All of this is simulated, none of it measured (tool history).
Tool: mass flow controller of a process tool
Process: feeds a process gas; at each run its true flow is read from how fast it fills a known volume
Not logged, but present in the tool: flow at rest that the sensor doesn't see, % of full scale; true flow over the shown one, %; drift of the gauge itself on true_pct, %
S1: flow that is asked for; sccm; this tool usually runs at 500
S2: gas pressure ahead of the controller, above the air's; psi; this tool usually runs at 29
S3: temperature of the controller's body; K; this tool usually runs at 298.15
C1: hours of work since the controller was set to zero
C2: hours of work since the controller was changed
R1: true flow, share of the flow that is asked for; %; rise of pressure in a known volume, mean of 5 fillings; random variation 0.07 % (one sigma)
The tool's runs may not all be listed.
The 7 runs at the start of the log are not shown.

| run | hour | S1 | S2 | S3 | C1 | C2 | R1 |
|---|---|---|---|---|---|---|---|
| 8 | 2222.7 | 500 | 29 | 298.15 | 3282 | 8941 | 98.99 |
| 9 | 2604.1 | 500 | 29 | 298.15 | 3504 | 9162 | 98.91 |
| 10 | 2806.5 | 500 | 29 | 298.15 | 3621 | 9279 | 98.75 |
| 11 | 3240.9 | 146 | 29 | 298.15 | 3873 | 9531 | 98.17 |
| 12 | 3499.6 | 500 | 29 | 298.15 | 4023 | 9681 | 98.74 |
| 13 | 3943.2 | 500 | 29 | 298.15 | 4280 | 9938 | 98.69 |
| 14 | 4306.6 | 500 | 29 | 298.15 | 4491 | 10149 | 98.57 |
| 15 | 4686 | 500 | 29 | 298.15 | 4711 | 10369 | 98.53 |
| 16 | 4991.1 | 500 | 40.6 | 298.15 | 4888 | 10546 | 98.57 |
| 17 | 5381.6 | 425 | 32.5 | 298.15 | 5115 | 10773 | 98.41 |
| 18 | 5693.5 | 425 | 24.1 | 295.15 | 5295 | 10954 | 98.4 |
| 19 | 6038.7 | 330 | 20.6 | 305.15 | 5496 | 11154 | 97.17 |
|  | 6071.1 | controller's zero set anew |
| 20 | 6390.3 | 236 | 32.5 | 296.15 | 185 | 11358 | 98.17 |
| 21 | 6813.4 | 500 | 32.3 | 300.15 | 431 | 11603 | 98.06 |
| 22 | 7073.3 | 500 | 32.3 | 300.15 | 581 | 11754 | 98 |
| 23 | 7315 | 488 | 38.9 | 300.15 | 721 | 11894 | 98.08 |
| 24 | 7549.4 | 243 | 36.7 | 303.15 | 857 | 12030 | 97.43 |
| 25 | 7995.6 | 417 | 27.3 | 298.15 | 1116 | 12289 | 97.91 |
| 26 | 8369.9 | 417 | 27.3 | 301.15 | 1333 | 12506 | 97.63 |
| 27 | 8677.2 | 417 | 27.3 | 301.15 | 1511 | 12684 | 97.46 |
| 28 | 9032.3 | 500 | 20.6 | 298.15 | 1717 | 12890 | 97.85 |
| 29 | 9440.7 | 500 | 20.6 | 298.15 | 1954 | 13127 | 97.87 |
| 30 | 9759 | 983 | 20.6 | 298.15 | 2139 | 13311 | 98.6 |

Alternative continuations, all from the tool just after run 30; predict every row:
| A | 10181.5 | 263 | 22.6 | 298.15 | 2384 | 13556 | ? |
| B | 10181.5 | 816 | 30.9 | 299.15 | 2384 | 13556 | ? |
| C | 10181.5 | 387 | 20.6 | 298.15 | 2384 | 13556 | ? |
| D | 10181.5 | 418 | 26.8 | 294.15 | 2384 | 13556 | ? |
| E | 10181.5 | 500 | 29 | 303.15 | 2384 | 13556 | ? |

| run | R1 |
|---|---|
| A | 97.28 |
| B | 98.26 |
| C | 97.6 |
| D | 97.97 |
| E | 97.38 |
Had the tool no hidden state, the same runs would have come out as:
| run | R1 |
|---|---|
| A | 98.61 |
| B | 99.6 |
| C | 98.93 |
| D | 99.31 |
| E | 98.71 |

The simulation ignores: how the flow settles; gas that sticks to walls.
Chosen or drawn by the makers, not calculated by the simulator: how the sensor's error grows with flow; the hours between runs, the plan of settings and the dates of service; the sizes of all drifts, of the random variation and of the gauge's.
